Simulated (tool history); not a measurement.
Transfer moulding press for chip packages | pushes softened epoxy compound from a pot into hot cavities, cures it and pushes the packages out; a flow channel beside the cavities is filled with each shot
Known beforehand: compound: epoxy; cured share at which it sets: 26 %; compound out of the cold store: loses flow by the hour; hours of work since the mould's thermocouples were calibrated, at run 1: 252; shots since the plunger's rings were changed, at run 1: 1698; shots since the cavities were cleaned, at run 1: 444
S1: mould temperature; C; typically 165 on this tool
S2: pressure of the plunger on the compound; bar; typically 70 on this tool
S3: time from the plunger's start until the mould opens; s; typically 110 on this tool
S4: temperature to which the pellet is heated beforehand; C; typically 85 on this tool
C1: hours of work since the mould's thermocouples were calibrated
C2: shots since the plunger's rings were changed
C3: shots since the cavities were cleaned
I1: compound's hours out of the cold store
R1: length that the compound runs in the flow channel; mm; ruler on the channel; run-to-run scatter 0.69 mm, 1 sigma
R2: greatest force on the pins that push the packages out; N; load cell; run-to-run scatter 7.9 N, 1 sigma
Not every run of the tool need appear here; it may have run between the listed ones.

Run 1, day 0: usual settings; C1 252; C2 1698; C3 444; I1 44.2. Result: R1 510.9 mm, R2 499 N.
At day 0.375: cavities cleaned with cleaning compound and waxed.
Run 2, day 1.046: usual settings; C1 269; C2 2000; C3 205; I1 8.3. Result: R1 630.3 mm, R2 463 N.
At day 2.117: cavities cleaned with cleaning compound and waxed.
Run 3, day 2.25: usual settings; C1 289; C2 2351; C3 41; I1 11. Result: R1 616.9 mm, R2 404 N.
Run 4, day 3.638: usual settings; C1 313; C2 2778; C3 468; I1 15.3. Result: R1 599.9 mm, R2 547 N.
At day 3.829: cavities cleaned with cleaning compound and waxed.
At day 4.804: plunger's sealing rings changed.
Run 5, day 5.092: usual settings; C1 335; C2 89; C3 356; I1 40.8. Result: R1 528.2 mm, R2 484 N.
At day 5.692: cavities cleaned with cleaning compound and waxed.
Run 6, day 6.329: usual settings; C1 356; C2 450; C3 196; I1 34.3. Result: R1 548.3 mm, R2 435 N.
Run 7, day 7.004: usual settings but S1 172 C; C1 367; C2 657; C3 403; I1 13.6. Result: R1 607.2 mm, R2 418 N.
At day 7.504: cavities cleaned with cleaning compound and waxed.
Run 8, day 8.5: usual settings but S1 172 C, S2 79.2 bar; C1 392; C2 1098; C3 305; I1 15.9. Result: R1 634 mm, R2 392 N.
At day 9.271: cavities cleaned with cleaning compound and waxed.
Run 9, day 9.825: usual settings but S3 96 s; C1 414; C2 1487; C3 170; I1 23.1. Result: R1 581.3 mm, R2 564 N.
Run 10, day 10.554: usual settings but S3 115 s; C1 427; C2 1711; C3 394; I1 26.6. Result: R1 569.5 mm, R2 490 N.
At day 10.967: cavities cleaned with cleaning compound and waxed.
Run 11, day 11.658: usual settings; C1 445; C2 2032; C3 213; I1 13.3. Result: R1 613.5 mm, R2 462 N.
At day 12.771: cavities cleaned with cleaning compound and waxed.
Run 12, day 12.775: usual settings but S1 162 C, S2 64.7 bar; C1 463; C2 2355; C3 0; I1 22.9. Result: R1 560.7 mm, R2 455 N.
Run 13, day 14.071: usual settings but S1 158 C, S3 115 s, S4 80 C; C1 486; C2 2754; C3 399; I1 41.2. Result: R1 527.6 mm, R2 696 N.
At day 14.471: cavities cleaned with cleaning compound and waxed.
Run 14, day 14.833: usual settings but S1 158 C, S2 66.3 bar, S3 115 s, S4 84 C; C1 498; C2 2969; C3 112; I1 25.7. Result: R1 562.6 mm, R2 610 N.
At day 15.292: plunger's sealing rings changed.
Run 15, day 15.975: usual settings but S1 163 C, S2 69.7 bar, S3 115 s, S4 77 C; C1 516; C2 211; C3 432; I1 14.9. Result: R1 616 mm, R2 576 N.
At day 16.312: cavities cleaned with cleaning compound and waxed.
At day 17.421: mould's thermocouples calibrated.
Run 16, day 17.579: usual settings but S1 163 C, S2 54.5 bar, S3 115 s, S4 89 C; C1 3; C2 659; C3 364; I1 38.6. Result: R1 471.1 mm, R2 495 N.
At day 18.188: cavities cleaned with cleaning compound and waxed.
Run 17, day 18.496: usual settings but S1 163 C, S2 66.6 bar, S3 115 s, S4 89 C; C1 18; C2 921; C3 95; I1 35.1. Result: R1 530.4 mm, R2 421 N.
At day 19.883: cavities cleaned with cleaning compound and waxed.
Run 18, day 19.958: usual settings but S2 81 bar, S3 106 s; C1 42; C2 1352; C3 23; I1 10.2. Result: R1 670.8 mm, R2 394 N.
Run 19, day 20.588: usual settings but S4 83 C; C1 53; C2 1545; C3 216; I1 44.9. Result: R1 509 mm, R2 416 N.
At day 21.65: cavities cleaned with cleaning compound and waxed.
Run 20, day 22.125: usual settings but S1 159 C, S2 83.8 bar, S4 89 C; C1 78; C2 1998; C3 146; I1 34.8. Result: R1 599 mm, R2 580 N.
Run 21, day 23.196: usual settings but S3 101 s, S4 82 C; C1 97; C2 2327; C3 475; I1 46.3. Result: R1 500.3 mm, R2 551 N.
At day 23.392: cavities cleaned with cleaning compound and waxed.
Run 22, day 24.425: usual settings but S1 169 C, S2 67.2 bar, S3 92 s, S4 87 C; C1 117; C2 2686; C3 317; I1 31.1. Result: R1 530.2 mm, R2 528 N.

Forecast each of these 3 alternatives for the next run:
At day 25.125: cavities cleaned with cleaning compound and waxed.
Run A, day 25.375: usual settings but S1 170 C, S2 67.2 bar, S3 93 s, S4 75 C; C1 133; C2 2959; C3 76; I1 44.2. Result: R1 ?, R2 ?.
At day 25.125: cavities cleaned with cleaning compound and waxed.
Run B, day 25.375: usual settings but S3 127 s; C1 133; C2 2959; C3 76; I1 41.1. Result: R1 ?, R2 ?.
At day 25.125: cavities cleaned with cleaning compound and waxed.
Run C, day 25.375: usual settings but S1 160 C, S2 67.2 bar, S3 105 s, S4 87 C; C1 133; C2 2959; C3 76; I1 16.2. Result: R1 ?, R2 ?.

run     R1   R2
  A  488.8  397
  B  514.2  348
  C  592.1  598
Had the tool no hidden state, the same runs would have come out as:
run     R1   R2
  A    501  339
  B  526.9  302
  C  606.5  495
